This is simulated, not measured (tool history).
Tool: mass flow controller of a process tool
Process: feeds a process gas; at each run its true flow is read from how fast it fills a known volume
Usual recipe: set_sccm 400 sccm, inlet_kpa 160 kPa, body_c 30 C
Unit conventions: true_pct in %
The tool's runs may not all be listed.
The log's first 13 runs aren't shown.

run,day,set_sccm,inlet_kpa,body_c,true_pct
14,46.467,129,160,30,99.97
15,50.875,129,160,30,100.18
16,53.492,400,160,30,100.32
17,57.104,319,160,21,99.43
18,61.425,628,264,27,100.43
19,66.400,628,264,27,100.59
20,71.646,430,160,22,99.69
21,75.442,430,160,36,101.19
22,78.800,364,273,25,100.28
23,82.600,364,273,25,100.42
24,87.204,185,151,25,99.97
25,91.529,319,162,30,100.71
26,95.450,290,162,30,100.71
27,97.979,290,162,30,100.71
28,100.567,290,162,30,100.81
29,104.929,591,248,37,101.85
30,107.321,754,160,23,100.42
31,112.279,111,232,32,100.84

Alternative continuations, all from the tool just after run 31; predict every row:
A,115.767,111,193,32,?
B,115.767,111,180,32,?
C,115.767,111,216,30,?
D,115.767,425,164,25,?
E,115.767,400,160,40,?

run,true_pct
A,100.74
B,100.99
C,100.73
D,100.42
E,101.86
With the hidden condition removed and each run's random variation left untouched, the same runs would have given:
run,true_pct
A,99.76
B,100.01
C,99.75
D,99.44
E,100.86

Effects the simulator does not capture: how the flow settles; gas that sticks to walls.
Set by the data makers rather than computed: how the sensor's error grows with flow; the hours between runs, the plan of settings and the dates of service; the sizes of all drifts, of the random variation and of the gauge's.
